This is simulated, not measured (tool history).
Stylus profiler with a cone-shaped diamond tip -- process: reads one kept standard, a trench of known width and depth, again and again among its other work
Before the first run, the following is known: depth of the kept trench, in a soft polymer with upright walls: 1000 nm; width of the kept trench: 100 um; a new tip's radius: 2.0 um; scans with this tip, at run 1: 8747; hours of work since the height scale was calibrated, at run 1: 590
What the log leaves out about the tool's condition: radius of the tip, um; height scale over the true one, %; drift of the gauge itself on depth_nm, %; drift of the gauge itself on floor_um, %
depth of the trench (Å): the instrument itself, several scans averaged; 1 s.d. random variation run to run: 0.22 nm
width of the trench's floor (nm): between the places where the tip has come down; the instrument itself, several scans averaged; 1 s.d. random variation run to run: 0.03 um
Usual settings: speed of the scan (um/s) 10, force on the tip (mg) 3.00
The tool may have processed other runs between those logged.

| run | hour | speed of the scan (um/s) | force on the tip (mg) | scans with this tip | hours of work since the height scale was calibrated | depth of the trench (Å) | width of the trench's floor (nm) |
|---|---|---|---|---|---|---|---|
| 1 | 0.0 | 10 | 3.00 | 8747 | 590 | 10090.5 | 94900 |
| 2 | 55.5 | 5 | 3.00 | 9350 | 631 | 10088.4 | 94800 |
| 3 | 131.4 | 10 | 3.00 | 10176 | 687 | 10097.0 | 94660 |
| 4 | 181.0 | 10 | 3.00 | 10714 | 723 | 10101.7 | 94610 |
|  | 186.4 | height scale calibrated on a step standard |
| 5 | 218.9 | 10 | 3.00 | 11121 | 24 | 10105.7 | 94550 |
| 6 | 270.8 | 10 | 3.00 | 11685 | 62 | 10105.4 | 94530 |
| 7 | 336.0 | 10 | 3.00 | 12394 | 110 | 10106.6 | 94350 |
| 8 | 379.6 | 12 | 4.36 | 12869 | 142 | 10132.0 | 94340 |
| 9 | 443.7 | 8 | 2.97 | 13565 | 189 | 10114.2 | 94210 |
| 10 | 525.2 | 8 | 2.97 | 14451 | 249 | 10111.6 | 94060 |
| 11 | 580.8 | 2 | 1.46 | 15056 | 289 | 10081.5 | 94100 |
|  | 657.3 | height scale calibrated on a step standard, once more |
| 12 | 668.7 | 6 | 3.00 | 16005 | 8 | 10075.1 | 93930 |

What if the next run were any one of these 5? Each begins from the tool's condition after run 12:
| A | 707.3 | 2 | 3.40 | 16425 | 37 | ? | ? |
| B | 707.3 | 22 | 1.89 | 16425 | 37 | ? | ? |
| C | 707.3 | 10 | 2.05 | 16425 | 37 | ? | ? |
| D | 707.3 | 10 | 3.00 | 16425 | 37 | ? | ? |
| E | 707.3 | 2 | 1.89 | 16425 | 37 | ? | ? |

| run | depth of the trench (Å) | width of the trench's floor (nm) |
|---|---|---|
| A | 10088.1 | 93890 |
| B | 10059.2 | 93880 |
| C | 10061.3 | 93860 |
| D | 10081.4 | 93850 |
| E | 10059.3 | 93880 |
Stripped of hidden state, with their random variation kept, the same runs would have yielded:
| run | depth of the trench (Å) | width of the trench's floor (nm) |
|---|---|---|
| A | 10084.9 | 96530 |
| B | 10056.1 | 96520 |
| C | 10058.2 | 96500 |
| D | 10078.2 | 96490 |
| E | 10056.2 | 96520 |
